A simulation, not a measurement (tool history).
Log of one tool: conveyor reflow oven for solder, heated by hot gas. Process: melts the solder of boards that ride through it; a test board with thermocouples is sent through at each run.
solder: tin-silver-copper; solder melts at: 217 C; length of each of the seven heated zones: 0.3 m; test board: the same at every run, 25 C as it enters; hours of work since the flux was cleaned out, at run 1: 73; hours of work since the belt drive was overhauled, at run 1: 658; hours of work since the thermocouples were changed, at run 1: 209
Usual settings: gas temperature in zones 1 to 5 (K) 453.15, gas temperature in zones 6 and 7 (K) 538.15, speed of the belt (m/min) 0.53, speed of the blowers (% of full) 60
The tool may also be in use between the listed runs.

run    hour  gas temperature in zones 1 to 5 (K)  gas temperature in zones 6 and 7 (K)  speed of the belt (m/min)  speed of the blowers (% of full)  hours of work since the flux was cleaned out  hours of work since the belt drive was overhauled  hours of work since the thermocouples were changed  highest temperature of the board (K)  time above the solder's melting point (s)
  1       0                               453.15                                538.15                       0.53                                60                                            73                                                658                                                 209                                522.05                                       50.7
  2    49.3                               453.15                                538.15                       0.53                                60                                           104                                                689                                                 239                                521.95                                       50.7
  3   112.7                               453.15                                526.15                       0.53                                60                                           143                                                729                                                 279                                511.65                                       41.9
  4     161                               453.15                                538.15                       0.44                                60                                           174                                                759                                                 309                                526.85                                       66.5
      175.7  -- flux residue cleaned out of gas plates and filters
  5     230                               453.15                                538.15                       0.44                                60                                            34                                                799                                                 349                                527.55                                       67.5
  6   271.9                               453.15                                538.15                       0.44                                60                                            60                                                825                                                 375                                527.45                                       67.5
  7   315.7                               453.15                                538.15                       0.44                                60                                            87                                                852                                                 403                                527.15                                       67.5
  8   360.4                               453.15                                538.15                       0.44                                60                                           115                                                880                                                 431                                527.35                                         67
  9   426.8                               467.15                                538.15                       0.44                                60                                           157                                                922                                                 472                                529.25                                       74.8
      466.4  -- flux residue cleaned out of gas plates and filters
 10   469.7                               467.15                                538.15                       0.44                                60                                             2                                                945                                                 496                                529.55                                       75.4
 11   519.4                               467.15                                538.15                       0.44                                60                                            33                                                976                                                 527                                529.55                                       75.5
      540.8  -- belt drive overhauled, speed set with a stopwatch
 12   560.4                               453.15                                538.15                       0.53                                60                                            56                                                 12                                                 550                                521.75                                       49.7
 13     620                               459.15                                538.15                       0.53                                60                                            93                                                 49                                                 587                                522.75                                       52.7
 14   677.2                               459.15                                538.15                       0.53                                60                                           129                                                 85                                                 623                                522.55                                       52.6
 15   730.1                               459.15                                538.15                       0.53                                60                                           162                                                118                                                 656                                522.45                                       52.7
      764.2  -- flux residue cleaned out of gas plates and filters
 16   801.7                               449.15                                547.15                       0.53                                60                                            23                                                160                                                 697                                529.35                                       53.2
 17   832.7                               467.15                                530.15                       0.53                                60                                            43                                                179                                                 717                                518.25                                       53.8
 18   881.5                               467.15                                530.15                       0.53                                60                                            73                                                210                                                 747                                518.15                                       53.6
 19   913.6                               467.15                                530.15                       0.53                                60                                            93                                                230                                                 767                                517.75                                         53
 20     971                               467.15                                530.15                       0.53                                60                                           129                                                266                                                 803                                517.85                                       53.4
 21  1021.1                               453.15                                538.15                      0.527                                59                                           160                                                297                                                 834                                521.65                                       50.3
     1055.3  -- flux residue cleaned out of gas plates and filters
 22  1055.3                               453.15                                527.15                       0.53                                88                                             0                                                315                                                 853                                516.85                                       48.1
 23  1098.3                               453.15                                538.15                       0.53                                65                                            27                                                342                                                 880                                523.35                                       51.5
 24  1154.9                               453.15                                537.15                      0.453                                65                                            62                                                377                                                 915                                526.85                                       64.2
 25  1191.5                               441.15                                538.15                       0.53                                60                                            85                                                400                                                 938                                519.85                                       44.9
 26  1258.8                               462.15                                540.15                      0.439                                60                                           127                                                442                                                 980                                530.65                                       72.6
 27  1301.1                               453.15                                546.15                       0.62                                60                                           154                                                469                                                1006                                522.85                                         42
     1347.2  -- flux residue cleaned out of gas plates and filters
 28  1371.3                               463.15                                538.15                       0.53                                53                                            15                                                509                                                1047                                523.55                                       55.7
 29  1429.6                               463.15                                538.15                       0.53                                53                                            51                                                546                                                1083                                523.65                                       55.2

Forecast each of these 4 alternatives for the next run:
  A  1477.8                               453.15                                538.15                       0.53                                69                                            82                                                576                                                1113                                     ?                                          ?
  B  1477.8                               453.15                                538.15                       0.53                                51                                            82                                                576                                                1113                                     ?                                          ?
  C  1477.8                               463.15                                536.15                       0.53                                53                                            82                                                576                                                1113                                     ?                                          ?
  D  1477.8                               453.15                                538.15                       0.53                                53                                            82                                                576                                                1113                                     ?                                          ?

run  highest temperature of the board (K)  time above the solder's melting point (s)
  A                                524.15                                       52.7
  B                                520.85                                       49.2
  C                                522.05                                       54.2
  D                                521.25                                         50
Without the tool's hidden state the same runs would have given:
run  highest temperature of the board (K)  time above the solder's melting point (s)
  A                                523.15                                       51.5
  B                                519.95                                       47.9
  C                                521.05                                       52.9
  D                                520.35                                       48.7
